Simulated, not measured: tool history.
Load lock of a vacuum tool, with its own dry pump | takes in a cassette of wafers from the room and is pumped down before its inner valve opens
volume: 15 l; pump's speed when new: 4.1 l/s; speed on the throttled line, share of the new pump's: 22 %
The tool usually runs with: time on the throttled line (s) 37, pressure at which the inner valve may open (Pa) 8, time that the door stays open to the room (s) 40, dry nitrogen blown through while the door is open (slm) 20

| run | hour | time on the throttled line (s) | pressure at which the inner valve may open (Pa) | time that the door stays open to the room (s) | dry nitrogen blown through while the door is open (slm) | incoming humidity of the room's air, % | time from the closed door until the inner valve may open (s) | rise of the pressure with all valves shut (Pa/min) |
|---|---|---|---|---|---|---|---|---|
| 1 | 0.0 | 37 | 8 | 40 | 20 | 42.7 | 64.8 | 0.146 |
| 2 | 138.6 | 37 | 8 | 40 | 20 | 43.1 | 64.7 | 0.151 |
| 3 | 244.3 | 37 | 8 | 40 | 20 | 43.6 | 64.4 | 0.153 |
| 4 | 381.8 | 37 | 8 | 40 | 20 | 44.8 | 64.3 | 0.166 |
| 5 | 472.0 | 37 | 8 | 40 | 20 | 47.6 | 64.5 | 0.170 |
| 6 | 607.4 | 37 | 8 | 53 | 20 | 45.5 | 64.6 | 0.176 |
| 7 | 682.1 | 37 | 6 | 40 | 20 | 42.8 | 66.2 | 0.175 |
| 8 | 823.4 | 37 | 6 | 40 | 20 | 46.8 | 65.8 | 0.185 |
| 9 | 927.0 | 37 | 6 | 40 | 20 | 43.6 | 66.0 | 0.184 |
| 10 | 984.0 | 37 | 6 | 40 | 20 | 46.4 | 65.9 | 0.187 |
| 11 | 1103.0 | 37 | 6 | 40 | 20 | 46.5 | 66.5 | 0.190 |
| 12 | 1206.3 | 37 | 6 | 27 | 20 | 43.5 | 66.4 | 0.190 |
| 13 | 1298.1 | 37 | 6 | 27 | 20 | 47.5 | 66.2 | 0.200 |
| 14 | 1414.5 | 37 | 6 | 27 | 20 | 47.3 | 66.3 | 0.204 |
| 15 | 1529.9 | 28 | 12 | 40 | 20 | 45.8 | 56.7 | 0.218 |
| 16 | 1593.9 | 28 | 12 | 40 | 20 | 42.2 | 56.2 | 0.214 |
| 17 | 1678.4 | 37 | 9 | 40 | 20 | 46.9 | 64.3 | 0.221 |
| 18 | 1750.2 | 37 | 9 | 40 | 20 | 44.8 | 63.7 | 0.232 |
| 19 | 1881.3 | 55 | 8 | 31 | 9 | 44.4 | 79.2 | 0.244 |
| 20 | 1953.5 | 55 | 8 | 31 | 10 | 44.1 | 79.3 | 0.241 |
| 21 | 2059.9 | 55 | 8 | 31 | 10 | 47.0 | 79.0 | 0.257 |
| 22 | 2127.2 | 55 | 8 | 31 | 10 | 46.0 | 78.5 | 0.253 |
| 23 | 2228.1 | 55 | 8 | 31 | 10 | 46.4 | 78.9 | 0.258 |
| 24 | 2358.2 | 21 | 8 | 40 | 20 | 44.3 | 52.8 | 0.251 |
| 25 | 2442.3 | 21 | 8 | 40 | 20 | 47.1 | 53.0 | 0.268 |

Alternative continuations, all from the tool just after run 25; predict every row:
| A | 2530.9 | 18 | 6 | 40 | 41 | 45.9 | ? | ? |
| B | 2530.9 | 30 | 15 | 40 | 19 | 43.0 | ? | ? |
| C | 2530.9 | 56 | 8 | 40 | 20 | 43.4 | ? | ? |

| run | time from the closed door until the inner valve may open (s) | rise of the pressure with all valves shut (Pa/min) |
|---|---|---|
| A | 52.0 | 0.247 |
| B | 57.8 | 0.267 |
| C | 79.4 | 0.271 |
Without the tool's unlogged condition, the same runs would have read:
| run | time from the closed door until the inner valve may open (s) | rise of the pressure with all valves shut (Pa/min) |
|---|---|---|
| A | 50.1 | 0.039 |
| B | 56.1 | 0.060 |
| C | 78.1 | 0.065 |
